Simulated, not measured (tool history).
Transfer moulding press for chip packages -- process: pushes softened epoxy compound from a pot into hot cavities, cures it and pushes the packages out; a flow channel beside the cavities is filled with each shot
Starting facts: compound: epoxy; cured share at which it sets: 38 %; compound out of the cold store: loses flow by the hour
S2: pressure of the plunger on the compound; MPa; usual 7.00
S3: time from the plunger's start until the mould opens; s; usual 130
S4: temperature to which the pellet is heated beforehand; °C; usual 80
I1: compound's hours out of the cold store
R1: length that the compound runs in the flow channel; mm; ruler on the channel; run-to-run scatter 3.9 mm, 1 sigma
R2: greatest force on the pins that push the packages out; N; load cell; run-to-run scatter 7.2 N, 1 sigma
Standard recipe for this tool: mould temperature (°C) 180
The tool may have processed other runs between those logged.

{"run": 1, "hour": 0.0, "mould temperature (°C)": 180, "S2": 7.0, "S3": 130, "S4": 80, "I1": 26.2, "R1": 723, "R2": 374}
{"run": 2, "hour": 61.1, "mould temperature (°C)": 180, "S2": 7.0, "S3": 130, "S4": 80, "I1": 41.9, "R1": 677, "R2": 569}
{"hour": 99.6, "done": "cavities cleaned with cleaning compound and waxed"}
{"hour": 129.9, "done": "mould's thermocouples calibrated"}
{"run": 3, "hour": 138.8, "mould temperature (°C)": 180, "S2": 7.0, "S3": 130, "S4": 80, "I1": 35.8, "R1": 685, "R2": 728}
{"run": 4, "hour": 182.6, "mould temperature (°C)": 180, "S2": 7.0, "S3": 130, "S4": 80, "I1": 45.1, "R1": 668, "R2": 740}
{"hour": 214.1, "done": "cavities cleaned with cleaning compound and waxed"}
{"run": 5, "hour": 216.9, "mould temperature (°C)": 180, "S2": 7.0, "S3": 130, "S4": 87, "I1": 39.9, "R1": 664, "R2": 311}
{"run": 6, "hour": 247.4, "mould temperature (°C)": 180, "S2": 7.0, "S3": 130, "S4": 87, "I1": 21.3, "R1": 708, "R2": 459}
{"run": 7, "hour": 278.2, "mould temperature (°C)": 180, "S2": 7.0, "S3": 130, "S4": 87, "I1": 11.6, "R1": 723, "R2": 557}
{"run": 8, "hour": 310.6, "mould temperature (°C)": 180, "S2": 7.0, "S3": 130, "S4": 87, "I1": 29.3, "R1": 686, "R2": 589}
{"hour": 327.9, "done": "cavities cleaned with cleaning compound and waxed"}
{"run": 9, "hour": 344.7, "mould temperature (°C)": 180, "S2": 7.0, "S3": 130, "S4": 87, "I1": 19.1, "R1": 701, "R2": 371}
{"hour": 374.4, "done": "plunger's sealing rings changed"}
{"run": 10, "hour": 386.9, "mould temperature (°C)": 180, "S2": 7.0, "S3": 116, "S4": 80, "I1": 12.5, "R1": 761, "R2": 618}
{"run": 11, "hour": 434.6, "mould temperature (°C)": 180, "S2": 7.0, "S3": 116, "S4": 80, "I1": 44.6, "R1": 682, "R2": 737}
{"hour": 440.4, "done": "cavities cleaned with cleaning compound and waxed"}
{"run": 12, "hour": 500.2, "mould temperature (°C)": 180, "S2": 7.0, "S3": 117, "S4": 80, "I1": 16.3, "R1": 734, "R2": 620}
{"hour": 507.5, "done": "cavities cleaned with cleaning compound and waxed, once more"}
{"run": 13, "hour": 558.8, "mould temperature (°C)": 180, "S2": 6.49, "S3": 130, "S4": 80, "I1": 27.4, "R1": 684, "R2": 542}
{"run": 14, "hour": 612.9, "mould temperature (°C)": 180, "S2": 7.0, "S3": 130, "S4": 80, "I1": 21.3, "R1": 716, "R2": 637}
{"hour": 620.2, "done": "cavities cleaned with cleaning compound and waxed"}
{"run": 15, "hour": 647.6, "mould temperature (°C)": 180, "S2": 7.0, "S3": 117, "S4": 80, "I1": 16.6, "R1": 726, "R2": 535}
{"run": 16, "hour": 680.9, "mould temperature (°C)": 180, "S2": 7.65, "S3": 117, "S4": 84, "I1": 46.0, "R1": 689, "R2": 609}
{"hour": 731.2, "done": "cavities cleaned with cleaning compound and waxed"}
{"run": 17, "hour": 732.4, "mould temperature (°C)": 180, "S2": 7.65, "S3": 117, "S4": 84, "I1": 8.3, "R1": 770, "R2": 363}
{"run": 18, "hour": 772.9, "mould temperature (°C)": 184, "S2": 6.15, "S3": 117, "S4": 84, "I1": 31.1, "R1": 624, "R2": 470}
{"run": 19, "hour": 823.3, "mould temperature (°C)": 181, "S2": 7.21, "S3": 161, "S4": 73, "I1": 9.9, "R1": 728, "R2": 530}
{"hour": 844.3, "done": "plunger's sealing rings changed"}
{"hour": 845.8, "done": "cavities cleaned with cleaning compound and waxed"}
{"run": 20, "hour": 878.9, "mould temperature (°C)": 186, "S2": 7.76, "S3": 131, "S4": 82, "I1": 27.7, "R1": 747, "R2": 377}
{"run": 21, "hour": 942.9, "mould temperature (°C)": 186, "S2": 7.76, "S3": 131, "S4": 82, "I1": 24.2, "R1": 738, "R2": 520}
{"hour": 955.8, "done": "mould's thermocouples calibrated"}
{"hour": 964.0, "done": "cavities cleaned with cleaning compound and waxed"}
{"run": 22, "hour": 982.7, "mould temperature (°C)": 187, "S2": 7.56, "S3": 140, "S4": 87, "I1": 34.5, "R1": 705, "R2": 341}
{"run": 23, "hour": 1022.1, "mould temperature (°C)": 174, "S2": 7.0, "S3": 130, "S4": 86, "I1": 42.4, "R1": 695, "R2": 638}
{"hour": 1074.8, "done": "cavities cleaned with cleaning compound and waxed"}
{"run": 24, "hour": 1082.2, "mould temperature (°C)": 185, "S2": 5.64, "S3": 147, "S4": 71, "I1": 33.2, "R1": 609, "R2": 292}
{"run": 25, "hour": 1113.9, "mould temperature (°C)": 181, "S2": 5.69, "S3": 149, "S4": 76, "I1": 43.2, "R1": 599, "R2": 429}
{"run": 26, "hour": 1159.8, "mould temperature (°C)": 180, "S2": 7.0, "S3": 116, "S4": 80, "I1": 21.8, "R1": 713, "R2": 685}
{"hour": 1186.8, "done": "cavities cleaned with cleaning compound and waxed"}
{"run": 27, "hour": 1209.7, "mould temperature (°C)": 180, "S2": 7.0, "S3": 116, "S4": 80, "I1": 24.4, "R1": 697, "R2": 493}
{"run": 28, "hour": 1267.2, "mould temperature (°C)": 183, "S2": 7.0, "S3": 130, "S4": 73, "I1": 37.3, "R1": 661, "R2": 553}

Forecast each of these 3 alternatives for the next run:
{"hour": 1299.8, "done": "cavities cleaned with cleaning compound and waxed"}
{"hour": 1315.5, "done": "plunger's sealing rings changed"}
{"run": "A", "hour": 1333.7, "mould temperature (°C)": 184, "S2": 6.46, "S3": 130, "S4": 88, "I1": 32.6, "R1": "?", "R2": "?"}
{"hour": 1299.8, "done": "cavities cleaned with cleaning compound and waxed"}
{"hour": 1315.5, "done": "plunger's sealing rings changed"}
{"run": "B", "hour": 1333.7, "mould temperature (°C)": 177, "S2": 7.0, "S3": 130, "S4": 74, "I1": 21.5, "R1": "?", "R2": "?"}
{"hour": 1299.8, "done": "cavities cleaned with cleaning compound and waxed"}
{"hour": 1315.5, "done": "plunger's sealing rings changed"}
{"run": "C", "hour": 1333.7, "mould temperature (°C)": 183, "S2": 8.65, "S3": 125, "S4": 73, "I1": 24.6, "R1": "?", "R2": "?"}

run=A R1=666 R2=404
run=B R1=743 R2=547
run=C R1=800 R2=432
Without the tool's hidden state the same runs would have given:
run=A R1=669 R2=265
run=B R1=747 R2=361
run=C R1=803 R2=286
